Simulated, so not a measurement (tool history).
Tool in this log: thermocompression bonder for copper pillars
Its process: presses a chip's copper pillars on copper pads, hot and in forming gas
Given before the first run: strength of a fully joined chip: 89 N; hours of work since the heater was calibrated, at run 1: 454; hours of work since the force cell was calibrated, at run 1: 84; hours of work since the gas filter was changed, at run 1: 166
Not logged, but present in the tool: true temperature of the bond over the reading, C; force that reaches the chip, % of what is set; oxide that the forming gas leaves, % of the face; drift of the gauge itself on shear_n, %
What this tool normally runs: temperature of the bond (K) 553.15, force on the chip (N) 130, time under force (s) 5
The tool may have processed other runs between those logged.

run,day,temperature of the bond (K),force on the chip (N),time under force (s),hours of work since the heater was calibrated,hours of work since the force cell was calibrated,hours of work since the gas filter was changed,force that shears a chip off (N)
1,0,553.15,130,5,454,84,166,62.5
2,0.271,553.15,130,5,458,88,170,61.9
3,0.525,553.15,130,5,462,92,174,62.4
4,0.717,553.15,130,5,465,94,177,61.7
5,1.042,553.15,130,5,470,99,181,62.3
6,1.4,553.15,130,3,475,105,187,54.4
7,1.679,553.15,130,3,480,109,191,54.4
8,2.012,553.15,92,3,485,114,196,41.2
9,2.317,553.15,166,5,489,118,201,71.6
10,2.621,553.15,130,5,494,123,205,63.3
11,2.771,553.15,130,5,496,125,207,63
12,3.054,553.15,130,5,500,130,212,61.4
13,3.229,553.15,130,5,503,132,214,62.5
14,3.571,553.15,130,11,508,137,219,73.8
15,3.812,553.15,130,11,512,141,223,72.7
16,4.025,553.15,130,11,515,144,226,74
17,4.25,553.15,130,11,518,148,230,73.6
# day 4.329: force cell calibrated
18,4.475,553.15,130,5,521,2,232,62.8
19,4.804,553.15,130,5,526,7,237,63.1
20,4.958,553.15,130,10,528,9,239,72.3
21,5.196,554.15,130,4,532,13,243,59
22,5.45,530.15,102,6,535,17,247,44.4
23,5.792,566.15,192,3,540,22,252,73.7
24,6.133,566.15,86,3,546,27,257,45.2
# day 6.275: forming gas filter changed
# day 6.371: force cell calibrated, once more
25,6.442,538.15,145,4,549,1,2,57
26,6.746,538.15,145,4,554,6,6,58.2
27,7.104,553.15,132,8,559,11,12,70.9
28,7.279,526.15,123,4,562,14,14,44.4
29,7.571,526.15,123,4,566,18,19,44.3
30,7.904,536.15,169,5,571,23,24,65.2
31,8.129,536.15,169,5,574,26,27,66.6
32,8.462,536.15,169,5,579,31,32,65.5
33,8.646,536.15,169,5,582,34,35,65.8
34,8.808,536.15,169,5,585,37,37,67.4
35,9.092,577.15,169,5,589,41,41,82.3
36,9.288,577.15,169,5,592,44,44,82
37,9.508,575.15,83,7,595,47,48,63
38,9.729,562.15,83,6,598,51,51,52.7

The next listed run, before its measurement:
39,10.075,552.15,83,6,604,56,56,?

For run 39 the tool returned force that shears a chip off (N) 47.8.
On a tool with no hidden condition, and with the same random variation, this run would have come out at force that shears a chip off (N) 43.9.
